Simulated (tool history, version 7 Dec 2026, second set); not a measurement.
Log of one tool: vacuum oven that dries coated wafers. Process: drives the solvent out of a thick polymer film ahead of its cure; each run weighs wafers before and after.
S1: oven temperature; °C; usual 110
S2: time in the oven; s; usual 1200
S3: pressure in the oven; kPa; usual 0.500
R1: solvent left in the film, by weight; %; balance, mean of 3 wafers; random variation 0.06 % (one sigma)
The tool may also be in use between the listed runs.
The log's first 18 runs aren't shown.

run 19 day=16.429 | S1=110 S2=1080 S3=0.500 | R1=3.88
run 20 day=17.129 | S1=110 S2=1080 S3=0.500 | R1=3.97
run 21 day=18.204 | S1=110 S2=1080 S3=0.500 | R1=3.93
run 22 day=18.854 | S1=110 S2=1080 S3=0.500 | R1=3.99
run 23 day=19.771 | S1=104 S2=1680 S3=0.583 | R1=2.98
run 24 day=20.988 | S1=123 S2=1020 S3=0.600 | R1=1.47
run 25 day=22.162 | S1=122 S2=840 S3=0.600 | R1=2.50
run 26 day=22.858 | S1=122 S2=840 S3=0.600 | R1=2.58
run 27 day=23.608 | S1=122 S2=840 S3=0.600 | R1=2.40
run 28 day=24.400 | S1=122 S2=840 S3=0.600 | R1=2.52
run 29 day=24.962 | S1=102 S2=1200 S3=1.518 | R1=6.21

Run 30 comes next. What will it give?
run 30 day=25.712 | S1=105 S2=1680 S3=0.500 | R1=?

Run 30 gave R1 2.80 %.
Without the tool's hidden state the same run would have given R1 2.77 %.

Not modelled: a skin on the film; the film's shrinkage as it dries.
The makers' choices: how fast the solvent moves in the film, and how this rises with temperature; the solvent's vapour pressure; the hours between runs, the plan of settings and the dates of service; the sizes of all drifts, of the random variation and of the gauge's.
